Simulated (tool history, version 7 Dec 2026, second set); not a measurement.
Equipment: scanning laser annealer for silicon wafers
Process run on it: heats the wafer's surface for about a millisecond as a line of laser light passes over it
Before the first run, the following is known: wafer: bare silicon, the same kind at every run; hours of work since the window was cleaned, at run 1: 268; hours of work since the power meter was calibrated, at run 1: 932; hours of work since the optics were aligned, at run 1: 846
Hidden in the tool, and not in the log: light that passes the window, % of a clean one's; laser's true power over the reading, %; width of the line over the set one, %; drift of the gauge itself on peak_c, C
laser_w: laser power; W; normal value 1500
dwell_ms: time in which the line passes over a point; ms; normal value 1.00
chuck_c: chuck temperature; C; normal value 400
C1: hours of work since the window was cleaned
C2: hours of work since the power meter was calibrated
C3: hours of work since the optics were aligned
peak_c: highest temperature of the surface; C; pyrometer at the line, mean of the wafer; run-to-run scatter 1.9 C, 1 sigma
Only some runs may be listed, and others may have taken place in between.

Run 1, hour 0.0: usual settings; C1 268; C2 932; C3 846. Result: peak_c 1074 C.
Run 2, hour 90.6: usual settings; C1 341; C2 1005; C3 919. Result: peak_c 1069 C.
Run 3, hour 177.0: usual settings; C1 410; C2 1074; C3 988. Result: peak_c 1061 C.
At hour 243.5: optics aligned, line set to its width.
Run 4, hour 243.5: usual settings; C1 459; C2 1123; C3 0. Result: peak_c 1063 C.
At hour 259.8: window over the wafer cleaned.
Run 5, hour 316.7: usual settings; C1 45; C2 1180; C3 57. Result: peak_c 1102 C.
Run 6, hour 382.1: usual settings; C1 98; C2 1232; C3 109. Result: peak_c 1095 C.
Run 7, hour 441.6: usual settings but dwell_ms 0.76 ms; C1 145; C2 1280; C3 157. Result: peak_c 991 C.
At hour 450.8: laser's power meter calibrated.
Run 8, hour 505.7: usual settings; C1 194; C2 44; C3 206. Result: peak_c 1088 C.
Run 9, hour 568.9: usual settings; C1 245; C2 94; C3 256. Result: peak_c 1079 C.
Run 10, hour 636.0: usual settings; C1 298; C2 148; C3 310. Result: peak_c 1074 C.
Run 11, hour 685.1: usual settings; C1 338; C2 187; C3 349. Result: peak_c 1071 C.
Run 12, hour 770.3: usual settings; C1 406; C2 256; C3 417. Result: peak_c 1068 C.
At hour 854.7: window over the wafer cleaned.
Run 13, hour 854.7: usual settings but laser_w 1285 W, dwell_ms 1.05 ms, chuck_c 406 C; C1 0; C2 321; C3 483. Result: peak_c 1019 C.
At hour 891.8: laser's power meter calibrated, once more.
Run 14, hour 926.4: usual settings but laser_w 1425 W, dwell_ms 1.19 ms, chuck_c 367 C; C1 55; C2 28; C3 538. Result: peak_c 1089 C.
Run 15, hour 980.0: usual settings but laser_w 1528 W, chuck_c 389 C; C1 98; C2 71; C3 581. Result: peak_c 1096 C.
Run 16, hour 1034.7: usual settings but laser_w 1528 W, chuck_c 389 C; C1 142; C2 114; C3 625. Result: peak_c 1090 C.
Run 17, hour 1089.4: usual settings but laser_w 1353 W, dwell_ms 0.88 ms, chuck_c 434 C; C1 185; C2 158; C3 668. Result: peak_c 1004 C.
Run 18, hour 1149.2: usual settings but laser_w 1451 W, dwell_ms 1.04 ms, chuck_c 379 C; C1 233; C2 206; C3 716. Result: peak_c 1048 C.

Estimate the outcome of run 19 from the log above:
Run 19, hour 1195.0: usual settings but laser_w 1282 W, dwell_ms 1.04 ms, chuck_c 437 C; C1 270; C2 243; C3 753. Result: peak_c ?.

peak_c: 1019 C
Minus the tool's unlogged condition, the same run would have read peak_c 1047 C.
